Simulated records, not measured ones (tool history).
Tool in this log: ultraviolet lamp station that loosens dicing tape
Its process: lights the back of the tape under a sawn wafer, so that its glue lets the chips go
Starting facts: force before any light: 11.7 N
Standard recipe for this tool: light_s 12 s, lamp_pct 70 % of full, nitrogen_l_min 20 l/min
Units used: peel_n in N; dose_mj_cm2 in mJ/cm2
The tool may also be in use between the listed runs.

run   hour  light_s  lamp_pct  nitrogen_l_min  peel_n  dose_mj_cm2
  1    0.0       12        70              20   1.849          280
  2    7.1       12        70               6   3.700          282
  3   15.2       12        70               6   3.641          278
  4   27.3       12        70               6   3.554          276
  5   37.9       12        70               6   3.494          277
  6   50.7       12        70               6   3.671          274
  7   64.3       12        70               6   3.618          277
  8   71.8       12        70               6   3.736          277
  9   79.9       12        70               6   3.649          276
 10   93.5       12        70               6   3.751          277
 11  103.1       12        70               6   3.777          270
 12  113.5       12        70               6   3.769          274
 13  123.7       12        70              20   1.906          271
 14  133.9       12        70              20   1.956          273
 15  144.3        9        70              10   4.106          202
     145.6  -- window cleaned of glue's vapour
 16  151.3       12        98              31   0.820          366
 17  159.2       14        72              16   1.706          320
 18  168.2       16        75              20   1.052          376
 19  181.3       16        75              20   1.101          374
 20  187.8        8        94              20   2.521          234
     198.4  -- window cleaned of glue's vapour, once more
 21  198.5       15        64               8   2.767          318
 22  208.1        9        68              28   2.621          202
 23  218.8        9        68              28   2.654          200
 24  225.7       15        70              20   1.270          343
 25  234.8       12        74               8   3.011          292
 26  248.0        8        74               8   4.663          198
 27  260.0       12        70              17   2.110          274

Measured result minus the same run's result without the hidden state. Both carry the same run-to-run variation, though not necessarily the same gauge scatter:
Hidden state at play: lamp's light, % of a new lamp's; light that the window lets through, % of a clean one's; drift of the gauge itself on peel_n, %; drift of the gauge itself on dose_mj_cm2, %.
run  peel_n  dose_mj_cm2
  1  +0.137          -12
  2  +0.191          -13
  3  +0.194          -14
  4  +0.199          -14
  5  +0.204          -15
  6  +0.224          -15
  7  +0.229          -17
  8  +0.243          -16
  9  +0.244          -17
 10  +0.261          -17
 11  +0.270          -18
 12  +0.278          -19
 13  +0.212          -19
 14  +0.224          -20
 15  +0.307          -15
 16  +0.162          -39
 17  +0.290          -34
 18  +0.207          -41
 19  +0.219          -42
 20  +0.387          -27
 21  +0.182          -15
 22  +0.181          -11
 23  +0.191          -10
 24  +0.126          -19
 25  +0.213          -17
 26  +0.240          -12
 27  +0.198          -17
